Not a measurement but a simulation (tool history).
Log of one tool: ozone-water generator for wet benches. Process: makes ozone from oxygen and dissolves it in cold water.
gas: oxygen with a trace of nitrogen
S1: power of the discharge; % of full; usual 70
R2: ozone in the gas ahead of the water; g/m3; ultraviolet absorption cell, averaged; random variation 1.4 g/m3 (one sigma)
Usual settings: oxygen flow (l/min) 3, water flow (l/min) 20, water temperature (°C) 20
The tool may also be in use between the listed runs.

{"run": 1, "hour": 0.0, "S1": 70, "oxygen flow (l/min)": 3, "water flow (l/min)": 20, "water temperature (°C)": 20, "dissolved ozone (ppm)": 22.1, "R2": 263.3}
{"run": 2, "hour": 24.1, "S1": 70, "oxygen flow (l/min)": 3, "water flow (l/min)": 20, "water temperature (°C)": 15, "dissolved ozone (ppm)": 23.1, "R2": 261.8}
{"run": 3, "hour": 56.4, "S1": 70, "oxygen flow (l/min)": 3, "water flow (l/min)": 20, "water temperature (°C)": 15, "dissolved ozone (ppm)": 23.1, "R2": 262.3}
{"run": 4, "hour": 87.3, "S1": 70, "oxygen flow (l/min)": 3, "water flow (l/min)": 20, "water temperature (°C)": 15, "dissolved ozone (ppm)": 23, "R2": 263.2}
{"run": 5, "hour": 124.6, "S1": 70, "oxygen flow (l/min)": 3, "water flow (l/min)": 20, "water temperature (°C)": 15, "dissolved ozone (ppm)": 23.2, "R2": 261.8}
{"hour": 160.3, "done": "contactor cleaned"}
{"run": 6, "hour": 173.6, "S1": 70, "oxygen flow (l/min)": 3, "water flow (l/min)": 20, "water temperature (°C)": 15, "dissolved ozone (ppm)": 23.1, "R2": 266.3}
{"run": 7, "hour": 214.5, "S1": 70, "oxygen flow (l/min)": 3, "water flow (l/min)": 20, "water temperature (°C)": 15, "dissolved ozone (ppm)": 23.2, "R2": 263.7}
{"run": 8, "hour": 237.5, "S1": 70, "oxygen flow (l/min)": 3, "water flow (l/min)": 20, "water temperature (°C)": 20, "dissolved ozone (ppm)": 21.9, "R2": 260.4}
{"run": 9, "hour": 268.1, "S1": 70, "oxygen flow (l/min)": 3, "water flow (l/min)": 18, "water temperature (°C)": 20, "dissolved ozone (ppm)": 23.6, "R2": 264.9}
{"run": 10, "hour": 317.2, "S1": 70, "oxygen flow (l/min)": 3, "water flow (l/min)": 18, "water temperature (°C)": 20, "dissolved ozone (ppm)": 23.9, "R2": 261.8}
{"run": 11, "hour": 340.9, "S1": 70, "oxygen flow (l/min)": 3, "water flow (l/min)": 20, "water temperature (°C)": 20, "dissolved ozone (ppm)": 22, "R2": 260.5}
{"run": 12, "hour": 363.6, "S1": 70, "oxygen flow (l/min)": 3, "water flow (l/min)": 20, "water temperature (°C)": 20, "dissolved ozone (ppm)": 22, "R2": 261}
{"run": 13, "hour": 410.2, "S1": 70, "oxygen flow (l/min)": 3, "water flow (l/min)": 20, "water temperature (°C)": 20, "dissolved ozone (ppm)": 22.3, "R2": 263.5}
{"run": 14, "hour": 439.5, "S1": 70, "oxygen flow (l/min)": 3, "water flow (l/min)": 20, "water temperature (°C)": 20, "dissolved ozone (ppm)": 22.1, "R2": 260}
{"run": 15, "hour": 479.9, "S1": 70, "oxygen flow (l/min)": 3, "water flow (l/min)": 20, "water temperature (°C)": 20, "dissolved ozone (ppm)": 22, "R2": 261.8}
{"run": 16, "hour": 515.3, "S1": 70, "oxygen flow (l/min)": 3, "water flow (l/min)": 20, "water temperature (°C)": 20, "dissolved ozone (ppm)": 21.9, "R2": 259.7}
{"run": 17, "hour": 536.0, "S1": 70, "oxygen flow (l/min)": 3, "water flow (l/min)": 20, "water temperature (°C)": 20, "dissolved ozone (ppm)": 22.2, "R2": 261.5}
{"run": 18, "hour": 559.7, "S1": 70, "oxygen flow (l/min)": 1.52, "water flow (l/min)": 20, "water temperature (°C)": 26, "dissolved ozone (ppm)": 17, "R2": 339.7}
{"run": 19, "hour": 587.9, "S1": 70, "oxygen flow (l/min)": 1.52, "water flow (l/min)": 20, "water temperature (°C)": 26, "dissolved ozone (ppm)": 16.6, "R2": 340.8}
{"run": 20, "hour": 627.2, "S1": 70, "oxygen flow (l/min)": 3, "water flow (l/min)": 16, "water temperature (°C)": 20, "dissolved ozone (ppm)": 26.7, "R2": 259.8}
{"run": 21, "hour": 656.3, "S1": 62, "oxygen flow (l/min)": 2.46, "water flow (l/min)": 23, "water temperature (°C)": 19, "dissolved ozone (ppm)": 17, "R2": 265.5}
{"run": 22, "hour": 689.5, "S1": 62, "oxygen flow (l/min)": 2.73, "water flow (l/min)": 14, "water temperature (°C)": 19, "dissolved ozone (ppm)": 27.1, "R2": 253.6}
{"run": 23, "hour": 726.0, "S1": 72, "oxygen flow (l/min)": 3.07, "water flow (l/min)": 24, "water temperature (°C)": 16, "dissolved ozone (ppm)": 19.8, "R2": 261.2}
{"run": 24, "hour": 766.9, "S1": 72, "oxygen flow (l/min)": 3.07, "water flow (l/min)": 24, "water temperature (°C)": 16, "dissolved ozone (ppm)": 19.7, "R2": 259.6}
{"run": 25, "hour": 806.7, "S1": 72, "oxygen flow (l/min)": 3.07, "water flow (l/min)": 13, "water temperature (°C)": 27, "dissolved ozone (ppm)": 28.7, "R2": 258.7}
{"run": 26, "hour": 844.6, "S1": 72, "oxygen flow (l/min)": 2.21, "water flow (l/min)": 12, "water temperature (°C)": 28, "dissolved ozone (ppm)": 28.3, "R2": 293.6}
{"run": 27, "hour": 874.7, "S1": 72, "oxygen flow (l/min)": 2.21, "water flow (l/min)": 12, "water temperature (°C)": 28, "dissolved ozone (ppm)": 28.2, "R2": 298.1}
{"run": 28, "hour": 910.9, "S1": 72, "oxygen flow (l/min)": 2.21, "water flow (l/min)": 12, "water temperature (°C)": 28, "dissolved ozone (ppm)": 28.4, "R2": 293.5}
{"run": 29, "hour": 959.4, "S1": 60, "oxygen flow (l/min)": 3, "water flow (l/min)": 26, "water temperature (°C)": 12, "dissolved ozone (ppm)": 16.8, "R2": 237.9}
{"run": 30, "hour": 995.2, "S1": 60, "oxygen flow (l/min)": 3, "water flow (l/min)": 26, "water temperature (°C)": 12, "dissolved ozone (ppm)": 16.9, "R2": 239}
{"run": 31, "hour": 1025.1, "S1": 60, "oxygen flow (l/min)": 4.64, "water flow (l/min)": 26, "water temperature (°C)": 21, "dissolved ozone (ppm)": 17.7, "R2": 201}
{"run": 32, "hour": 1056.2, "S1": 60, "oxygen flow (l/min)": 4.64, "water flow (l/min)": 26, "water temperature (°C)": 21, "dissolved ozone (ppm)": 18, "R2": 201}
{"run": 33, "hour": 1080.0, "S1": 52, "oxygen flow (l/min)": 3, "water flow (l/min)": 21, "water temperature (°C)": 15, "dissolved ozone (ppm)": 18.6, "R2": 222.3}
{"run": 34, "hour": 1123.3, "S1": 83, "oxygen flow (l/min)": 3, "water flow (l/min)": 14, "water temperature (°C)": 20, "dissolved ozone (ppm)": 32.3, "R2": 282.8}

Forecast each of these 3 alternatives for the next run:
{"run": "A", "hour": 1163.7, "S1": 50, "oxygen flow (l/min)": 3, "water flow (l/min)": 14, "water temperature (°C)": 27, "dissolved ozone (ppm)": "?", "R2": "?"}
{"run": "B", "hour": 1163.7, "S1": 70, "oxygen flow (l/min)": 3, "water flow (l/min)": 19, "water temperature (°C)": 20, "dissolved ozone (ppm)": "?", "R2": "?"}
{"run": "C", "hour": 1163.7, "S1": 45, "oxygen flow (l/min)": 3, "water flow (l/min)": 20, "water temperature (°C)": 19, "dissolved ozone (ppm)": "?", "R2": "?"}

run=A dissolved_ozone_(ppm)=22.6 R2=215.4
run=B dissolved_ozone_(ppm)=23.2 R2=257.3
run=C dissolved_ozone_(ppm)=17.6 R2=205.7
Without the tool's hidden state the same runs would have given:
run=A dissolved_ozone_(ppm)=22.6 R2=221
run=B dissolved_ozone_(ppm)=23.2 R2=264
run=C dissolved_ozone_(ppm)=17.6 R2=211.1
